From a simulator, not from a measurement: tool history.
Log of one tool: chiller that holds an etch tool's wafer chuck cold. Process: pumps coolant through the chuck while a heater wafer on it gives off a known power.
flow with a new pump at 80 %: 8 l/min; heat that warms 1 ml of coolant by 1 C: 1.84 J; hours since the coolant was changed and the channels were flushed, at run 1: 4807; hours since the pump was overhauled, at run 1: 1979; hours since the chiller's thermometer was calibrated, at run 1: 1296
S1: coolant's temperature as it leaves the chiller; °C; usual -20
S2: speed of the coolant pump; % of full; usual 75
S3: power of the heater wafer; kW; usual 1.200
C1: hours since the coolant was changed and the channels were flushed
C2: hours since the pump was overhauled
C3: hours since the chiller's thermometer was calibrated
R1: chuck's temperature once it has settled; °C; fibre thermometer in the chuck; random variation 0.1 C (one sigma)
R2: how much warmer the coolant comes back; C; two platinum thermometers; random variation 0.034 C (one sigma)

run    hour   S1   S2     S3    C1    C2    C3     R1    R2
  1     0.0  -20   75  1.200  4807  1979  1296   -6.8  5.29
  2   195.8  -20   75  0.716  5003  2175  1492  -12.1  3.11
  3   320.5  -20   75  0.716  5128  2299  1617  -12.1  3.20
  4   483.6  -20   75  1.200  5291  2462  1780   -6.9  5.28
  5   585.7  -20   75  1.200  5393  2564  1882   -7.0  5.34
  6   765.1  -20   75  1.200  5572  2744  2062   -6.8  5.34
  7   854.5  -20   75  1.200  5662  2833  2151   -6.9  5.34
  8   978.1  -20   75  1.200  5785  2957  2275   -6.9  5.31
  9  1112.8  -20   75  1.200  5920  3092  2409   -7.0  5.30
 10  1286.8  -27   75  1.200  6094  3266  2583  -14.0  5.38
 11  1457.3  -27   94  1.200  6265  3436  2754  -15.8  4.20
 12  1639.4  -20   75  1.200  6447  3618  2936   -6.6  5.37
 13  1797.5  -20   75  1.599  6605  3776  3094   -2.5  7.21
 14  1943.9  -20   75  1.599  6751  3923  3240   -2.6  7.13
     1964.0  -- coolant changed, channels flushed
 15  2086.5  -20   75  1.599   122  4059  3377   -2.5  7.17
 16  2218.5  -20   75  1.200   255  4191  3509   -6.7  5.51
 17  2367.4  -19   77  0.679   403  4340  3658  -11.8  3.05
 18  2491.8  -20   75  0.947   528  4465  3782   -9.7  4.36
 19  2688.5  -29   75  0.718   724  4661  3979  -21.2  3.39
 20  2796.3  -20  100  1.749   832  4769  4087   -4.2  5.78
 21  2951.5  -20   91  1.442   987  4924  4242   -6.0  5.33
 22  3082.3  -20   91  1.442  1118  5055  4373   -6.2  5.35
 23  3267.8  -20   72  0.973  1304  5241  4558   -9.0  4.79
 24  3427.9  -20   72  0.973  1464  5401  4718   -9.0  4.79
 25  3598.5  -29   69  1.200  1634  5571  4889  -15.1  6.03
     3639.9  -- chiller's thermometer calibrated
 26  3750.4  -29   69  1.200  1785  5722   110  -15.2  6.12
     3791.6  -- gauge calibrated
 27  3837.2  -25   82  1.559  1872  5809   197   -9.0  6.25
 28  3959.3  -19   63  0.607  1994  5931   319  -11.6  3.34
 29  4132.7  -19   63  0.607  2168  6104   493  -11.5  3.23
 30  4323.4  -21   75  1.200  2358  6295   683   -7.9  5.28
 31  4415.0  -28   75  1.038  2450  6387   775  -16.5  4.60

Forecast each of these 3 alternatives for the next run:
  A  4587.2  -28  75  1.600  2622  6559  947   ?   ?
  B  4587.2  -23  75  0.876  2622  6559  947   ?   ?
  C  4587.2  -20  67  1.200  2622  6559  947   ?   ?

run     R1    R2
  A  -10.6  7.08
  B  -13.6  3.86
  C   -5.7  6.01
Without the tool's hidden state the same runs would have given:
run     R1    R2
  A  -10.6  7.00
  B  -13.6  3.79
  C   -5.7  5.94

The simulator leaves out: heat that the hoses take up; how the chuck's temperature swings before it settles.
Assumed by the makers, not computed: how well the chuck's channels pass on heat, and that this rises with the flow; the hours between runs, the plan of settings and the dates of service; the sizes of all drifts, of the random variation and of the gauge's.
